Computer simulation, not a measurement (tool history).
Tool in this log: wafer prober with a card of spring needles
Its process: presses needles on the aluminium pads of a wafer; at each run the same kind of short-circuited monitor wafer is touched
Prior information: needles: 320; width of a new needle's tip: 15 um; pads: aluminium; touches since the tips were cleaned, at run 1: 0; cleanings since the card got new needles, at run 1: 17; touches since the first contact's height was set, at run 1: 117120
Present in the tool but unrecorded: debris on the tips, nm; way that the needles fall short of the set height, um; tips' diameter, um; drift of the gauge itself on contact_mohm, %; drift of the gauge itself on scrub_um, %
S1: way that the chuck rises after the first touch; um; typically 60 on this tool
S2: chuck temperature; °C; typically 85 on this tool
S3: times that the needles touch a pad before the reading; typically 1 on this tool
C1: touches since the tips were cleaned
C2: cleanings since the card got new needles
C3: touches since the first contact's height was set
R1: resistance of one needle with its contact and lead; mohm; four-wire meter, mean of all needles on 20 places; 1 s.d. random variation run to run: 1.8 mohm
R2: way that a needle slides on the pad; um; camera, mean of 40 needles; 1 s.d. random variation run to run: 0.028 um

run,hour,S1,S2,S3,C1,C2,C3,R1,R2
1,0,60,85,1,0,17,117120,195,9.31
2,6.1,57,85,1,2495,17,119615,247,8.86
# hour 14.9: tips cleaned on abrasive film
3,14.9,60,85,1,0,18,123158,197,9.28
4,25.2,60,85,1,4223,18,127381,265,9.37
# hour 29.7: tips cleaned on abrasive film
5,33.6,60,85,1,1591,19,130783,231,9.24
6,42,60,85,1,5039,19,134231,271,9.29
# hour 45: tips cleaned on abrasive film
7,48.2,60,85,1,1314,20,136739,220,9.31
# hour 60.5: tips cleaned on abrasive film
8,60.8,60,85,1,114,21,141834,200,9.22
9,66.1,60,85,1,2315,21,144035,237,9.26
10,74,60,85,1,5546,21,147266,276,9.29
# hour 75.6: tips cleaned on abrasive film
11,81.2,72,85,1,2281,22,150149,216,11.16
12,88,72,85,1,5067,22,152935,242,11.16
# hour 91.1: tips cleaned on abrasive film
13,95.2,60,85,1,1650,23,155825,227,9.25
# hour 106.1: tips cleaned on abrasive film
14,107.6,44,85,1,647,24,160895,244,6.66
15,118.9,44,85,1,5251,24,165499,353,6.66
# hour 121.8: tips cleaned on abrasive film
16,125.7,41,85,1,1609,25,168260,298,6.18
17,133.2,41,85,1,4658,25,171309,371,6.22
# hour 136.8: tips cleaned on abrasive film
18,142.9,46,85,1,2516,26,175253,290,6.97
19,149.1,54,110,1,5047,26,177784,291,8.23
# hour 151.7: tips cleaned on abrasive film
20,159.8,60,75,1,3326,27,182131,248,9.16
# hour 167: tips cleaned on abrasive film
21,167.1,60,29,1,40,28,185074,183,9.19
# hour 169.5: height of the first contact set anew
22,173.3,65,85,1,2467,28,1576,240,9.72
23,180.7,60,69,1,5490,28,4599,284,8.91
# hour 182.2: tips cleaned on abrasive film
24,188.2,60,69,1,2448,29,7621,250,8.92
# hour 198: tips cleaned on abrasive film
25,198.6,78,86,1,226,30,11820,191,11.8
26,204.4,78,53,2,2602,30,14196,204,11.74
# hour 212.9: tips cleaned on abrasive film
27,216.3,43,110,1,1386,31,19036,281,6.11
# hour 217.7: height of the first contact set anew, once more
28,225.7,43,81,1,5136,31,3281,338,6.93
# hour 228.4: tips cleaned on abrasive film
29,233.4,43,26,2,2041,32,6354,237,6.86
30,241.9,57,32,2,5550,32,9863,234,9.04
# hour 244: tips cleaned on abrasive film
31,252.7,57,32,2,3581,33,14234,228,9.07
# hour 258.9: tips cleaned on abrasive film
32,263.6,48,32,2,1945,34,18665,227,7.58
# hour 274.4: tips cleaned on abrasive film
33,274.4,61,85,1,0,35,23029,193,9.7
34,286.1,42,50,1,4804,35,27833,351,6.65
# hour 290.2: tips cleaned on abrasive film
35,297.8,42,50,1,3083,36,32555,324,6.63

3 ways to go on from here, each from the tool as it stands after run 35. What would each give?
A,303.1,40,50,1,5265,36,34737,?,?
B,303.1,69,105,3,5265,36,34737,?,?
C,303.1,76,50,1,5265,36,34737,?,?

run,R1,R2
A,381,6.35
B,213,10.94
C,232,12.07
The same runs, with their run-to-run variation unchanged, on a tool lacking any hidden condition would have given:
run,R1,R2
A,192,6.42
B,189,11.01
C,174,12.13
